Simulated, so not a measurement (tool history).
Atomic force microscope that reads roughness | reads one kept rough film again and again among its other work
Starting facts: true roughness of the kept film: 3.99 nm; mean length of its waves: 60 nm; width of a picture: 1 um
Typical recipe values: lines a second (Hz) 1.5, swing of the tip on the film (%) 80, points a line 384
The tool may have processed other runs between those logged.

run,day,lines a second (Hz),swing of the tip on the film (%),points a line,roughness of the kept film (nm (root mean square))
1,0,1.5,80,384,3.138
2,0.204,1.5,80,324,3.12
3,0.467,1.5,66,384,3.401
4,0.717,1.5,60,384,3.449
5,0.992,1.5,81,384,3.067
6,1.383,1.5,81,384,3.068
7,1.575,1.5,81,384,3.059
8,1.967,2.51,80,384,2.782
9,2.425,1.5,72,384,3.214
10,2.662,0.61,72,384,3.403
11,2.858,0.61,72,384,3.37
12,3.054,0.61,72,384,3.378
13,3.479,1.5,80,571,3.001
14,3.758,1.5,80,297,2.974
15,4.108,1.5,80,297,2.972
16,4.525,1.5,80,297,2.946
17,4.817,1.5,80,384,2.981
18,5.229,1.5,80,384,2.936
# day 5.312: new tip fitted
19,5.625,1.5,80,384,3.241
20,5.979,1.03,80,384,3.384
21,6.25,1.5,80,384,3.223
22,6.562,1.5,80,384,3.187
23,6.829,1.5,80,384,3.221
24,7.046,1.5,80,384,3.182
25,7.3,1.5,80,384,3.165
26,7.75,1.37,80,384,3.199
27,7.942,1.5,59,666,3.491
28,8.367,2.04,59,666,3.456
29,8.758,0.92,71,734,3.449
30,9.067,1.5,75,783,3.233
31,9.279,1.5,75,783,3.195
32,9.496,1.5,64,875,3.412
33,9.717,0.71,59,384,3.53
34,10.029,0.55,73,384,3.435
35,10.254,2.03,70,330,3.168
36,10.471,1.95,70,772,3.155
37,10.721,1.5,63,384,3.365
38,11.017,3.04,81,282,2.594
39,11.238,3.04,81,282,2.596
40,11.462,3.04,81,282,2.598
41,11.904,3.04,81,282,2.585
42,12.3,0.86,62,282,3.378
43,12.7,0.86,70,282,3.314
44,13.096,0.86,68,581,3.316
45,13.321,0.94,81,573,3.103
46,13.521,1.5,80,849,2.955
47,13.783,0.79,72,384,3.239
# day 13.829: new tip fitted
48,14.208,0.57,79,384,3.57
49,14.679,0.57,79,384,3.546
50,14.979,3.48,79,809,2.706
51,15.433,1.5,84,384,3.094
52,15.892,0.64,84,476,3.383

Results per run with the tool's hidden condition removed, run-to-run variation unchanged:
The tool's hidden condition here consists of: radius of the tip, nm; height scale over the true one, %; drift of the gauge itself on roughness_nm, %.
run,roughness of the kept film (nm (root mean square))
1,3.272
2,3.26
3,3.564
4,3.625
5,3.235
6,3.249
7,3.246
8,2.966
9,3.444
10,3.654
11,3.628
12,3.643
13,3.25
14,3.232
15,3.244
16,3.229
17,3.278
18,3.242
19,3.262
20,3.421
21,3.269
22,3.244
23,3.291
24,3.259
25,3.252
26,3.304
27,3.614
28,3.595
29,3.605
30,3.391
31,3.361
32,3.597
33,3.732
34,3.645
35,3.37
36,3.366
37,3.601
38,2.784
39,2.794
40,2.804
41,2.804
42,3.681
43,3.628
44,3.647
45,3.421
46,3.264
47,3.588
48,3.603
49,3.599
50,2.757
51,3.169
52,3.483
